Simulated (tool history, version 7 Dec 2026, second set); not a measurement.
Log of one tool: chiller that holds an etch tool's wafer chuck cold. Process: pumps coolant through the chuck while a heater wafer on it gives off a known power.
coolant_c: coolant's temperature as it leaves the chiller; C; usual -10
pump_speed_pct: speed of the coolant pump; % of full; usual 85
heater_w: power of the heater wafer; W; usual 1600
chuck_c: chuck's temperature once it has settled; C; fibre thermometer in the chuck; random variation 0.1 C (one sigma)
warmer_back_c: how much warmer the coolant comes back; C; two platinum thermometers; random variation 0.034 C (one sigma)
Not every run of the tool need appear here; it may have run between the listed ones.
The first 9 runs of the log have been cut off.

Run 10, day 16.304: usual settings but heater_w 1299 W. Result: chuck_c 0.1 C, warmer_back_c 4.41 C.
Run 11, day 18.004: usual settings but heater_w 1299 W. Result: chuck_c 0.2 C, warmer_back_c 4.41 C.
Run 12, day 19.479: usual settings but coolant_c -5 C, heater_w 1299 W. Result: chuck_c 5.4 C, warmer_back_c 4.38 C.
Run 13, day 21.521: usual settings but coolant_c -1 C. Result: chuck_c 11.5 C, warmer_back_c 5.38 C.
Run 14, day 23.342: usual settings but coolant_c -1 C. Result: chuck_c 11.6 C, warmer_back_c 5.43 C.
At day 23.579: chiller's thermometer calibrated.
Run 15, day 25.238: usual settings. Result: chuck_c 2.9 C, warmer_back_c 5.44 C.
Run 16, day 26.925: usual settings. Result: chuck_c 2.8 C, warmer_back_c 5.45 C.
Run 17, day 28.658: usual settings. Result: chuck_c 2.9 C, warmer_back_c 5.5 C.
At day 28.958: chiller's thermometer calibrated, once more.
Run 18, day 30.379: usual settings but pump_speed_pct 88 % of full, heater_w 1087 W. Result: chuck_c -2 C, warmer_back_c 3.49 C.
Run 19, day 33.375: usual settings but pump_speed_pct 88 % of full, heater_w 1087 W. Result: chuck_c -1.7 C, warmer_back_c 3.61 C.
Run 20, day 36.004: usual settings but coolant_c -16 C. Result: chuck_c -3.5 C, warmer_back_c 5.43 C.
Run 21, day 38.367: usual settings but coolant_c -20 C, pump_speed_pct 92 % of full. Result: chuck_c -8.4 C, warmer_back_c 5.09 C.
Run 22, day 41.138: usual settings but pump_speed_pct 83 % of full, heater_w 970 W. Result: chuck_c -2.2 C, warmer_back_c 3.38 C.
Run 23, day 42.588: usual settings but coolant_c -1 C, pump_speed_pct 79 % of full, heater_w 1167 W. Result: chuck_c 8.7 C, warmer_back_c 4.32 C.
Run 24, day 45.296: usual settings but pump_speed_pct 71 % of full. Result: chuck_c 4.4 C, warmer_back_c 6.62 C.
Run 25, day 46.571: usual settings but pump_speed_pct 71 % of full. Result: chuck_c 4.3 C, warmer_back_c 6.58 C.
Run 26, day 49.046: usual settings but pump_speed_pct 71 % of full. Result: chuck_c 4.6 C, warmer_back_c 6.64 C.
Run 27, day 51.567: usual settings but pump_speed_pct 71 % of full. Result: chuck_c 4.4 C, warmer_back_c 6.67 C.
Run 28, day 54.004: usual settings but pump_speed_pct 71 % of full. Result: chuck_c 4.4 C, warmer_back_c 6.63 C.
Run 29, day 55.521: usual settings but pump_speed_pct 93 % of full, heater_w 1659 W. Result: chuck_c 2.3 C, warmer_back_c 5.18 C.
Run 30, day 57.412: usual settings but pump_speed_pct 96 % of full. Result: chuck_c 1.6 C, warmer_back_c 4.86 C.
Run 31, day 59.392: usual settings but coolant_c 0 C, pump_speed_pct 80 % of full. Result: chuck_c 13.3 C, warmer_back_c 5.88 C.

What if the next run were any one of these 4? Each begins from the tool's condition after run 31:
Run A, day 62.254: usual settings but heater_w 1140 W. Result: chuck_c ?, warmer_back_c ?.
Run B, day 62.254: usual settings but coolant_c -13 C, pump_speed_pct 84 % of full. Result: chuck_c ?, warmer_back_c ?.
Run C, day 62.254: usual settings but coolant_c -5 C, pump_speed_pct 74 % of full. Result: chuck_c ?, warmer_back_c ?.
Run D, day 62.254: usual settings but coolant_c -15 C. Result: chuck_c ?, warmer_back_c ?.

run  chuck_c  warmer_back_c
  A       -1           3.97
  B     -0.3           5.61
  C        9           6.46
  D     -2.4           5.55
Had the tool no hidden state, the same runs would have come out as:
run  chuck_c  warmer_back_c
  A     -2.3           3.61
  B     -2.1            5.1
  C        7           5.87
  D     -4.2           5.04
